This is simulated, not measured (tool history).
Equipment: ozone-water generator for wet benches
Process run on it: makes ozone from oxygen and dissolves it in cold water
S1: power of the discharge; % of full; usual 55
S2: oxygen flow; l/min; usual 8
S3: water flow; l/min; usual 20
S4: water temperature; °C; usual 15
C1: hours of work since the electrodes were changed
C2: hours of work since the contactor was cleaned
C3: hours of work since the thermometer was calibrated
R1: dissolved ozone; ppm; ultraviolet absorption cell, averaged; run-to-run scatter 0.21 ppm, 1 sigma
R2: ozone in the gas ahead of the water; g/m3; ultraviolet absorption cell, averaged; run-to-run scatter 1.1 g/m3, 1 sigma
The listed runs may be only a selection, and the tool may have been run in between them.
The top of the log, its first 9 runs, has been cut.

{"run": 10, "day": 9.254, "S1": 55, "S2": 8, "S3": 20, "S4": 15, "C1": 645, "C2": 1657, "C3": 2032, "R1": 29.3, "R2": 190}
{"run": 11, "day": 10.171, "S1": 55, "S2": 8, "S3": 20, "S4": 15, "C1": 663, "C2": 1675, "C3": 2050, "R1": 29.1, "R2": 190.8}
{"run": 12, "day": 11.317, "S1": 55, "S2": 8, "S3": 20, "S4": 15, "C1": 686, "C2": 1698, "C3": 2073, "R1": 29.4, "R2": 192}
{"run": 13, "day": 12.458, "S1": 55, "S2": 8, "S3": 20, "S4": 15, "C1": 709, "C2": 1721, "C3": 2096, "R1": 29, "R2": 190.4}
{"run": 14, "day": 13.338, "S1": 55, "S2": 8, "S3": 20, "S4": 15, "C1": 727, "C2": 1738, "C3": 2113, "R1": 29.2, "R2": 190.6}
{"run": 15, "day": 14.546, "S1": 55, "S2": 8, "S3": 20, "S4": 15, "C1": 751, "C2": 1763, "C3": 2137, "R1": 28.7, "R2": 191.6}
{"run": 16, "day": 15.792, "S1": 55, "S2": 8, "S3": 20, "S4": 15, "C1": 776, "C2": 1788, "C3": 2162, "R1": 29.1, "R2": 191.6}
{"run": 17, "day": 17.167, "S1": 55, "S2": 5.35, "S3": 20, "S4": 15, "C1": 803, "C2": 1815, "C3": 2190, "R1": 26.9, "R2": 217.3}
{"run": 18, "day": 17.738, "S1": 55, "S2": 5.35, "S3": 20, "S4": 15, "C1": 815, "C2": 1827, "C3": 2201, "R1": 27.1, "R2": 216.3}
{"run": 19, "day": 19.075, "S1": 55, "S2": 5.35, "S3": 20, "S4": 15, "C1": 841, "C2": 1853, "C3": 2228, "R1": 26.9, "R2": 218.5}
{"run": 20, "day": 20.129, "S1": 59, "S2": 5.35, "S3": 18, "S4": 9, "C1": 862, "C2": 1874, "C3": 2249, "R1": 33.9, "R2": 230.3}
{"run": 21, "day": 21.108, "S1": 55, "S2": 8, "S3": 14, "S4": 15, "C1": 882, "C2": 1894, "C3": 2269, "R1": 36.3, "R2": 186.7}
{"run": 22, "day": 21.738, "S1": 87, "S2": 7.06, "S3": 28, "S4": 18, "C1": 895, "C2": 1907, "C3": 2281, "R1": 30.6, "R2": 287.4}
{"run": 23, "day": 22.95, "S1": 87, "S2": 7.06, "S3": 28, "S4": 18, "C1": 919, "C2": 1931, "C3": 2306, "R1": 30.3, "R2": 292.1}
{"run": 24, "day": 23.533, "S1": 55, "S2": 12.51, "S3": 14, "S4": 8, "C1": 931, "C2": 1943, "C3": 2317, "R1": 42.4, "R2": 164}
{"run": 25, "day": 24.479, "S1": 55, "S2": 5.04, "S3": 17, "S4": 8, "C1": 950, "C2": 1961, "C3": 2336, "R1": 33, "R2": 221.1}

For run 26, what comes out?
{"run": 26, "day": 25.167, "S1": 55, "S2": 4.14, "S3": 17, "S4": 8, "C1": 963, "C2": 1975, "C3": 2350, "R1": "?", "R2": "?"}

Run 26 gave R1 31.3 ppm, R2 236.4 g/m3.
Minus the tool's unlogged condition, the same run would have read R1 32.2 ppm, R2 240.3 g/m3.

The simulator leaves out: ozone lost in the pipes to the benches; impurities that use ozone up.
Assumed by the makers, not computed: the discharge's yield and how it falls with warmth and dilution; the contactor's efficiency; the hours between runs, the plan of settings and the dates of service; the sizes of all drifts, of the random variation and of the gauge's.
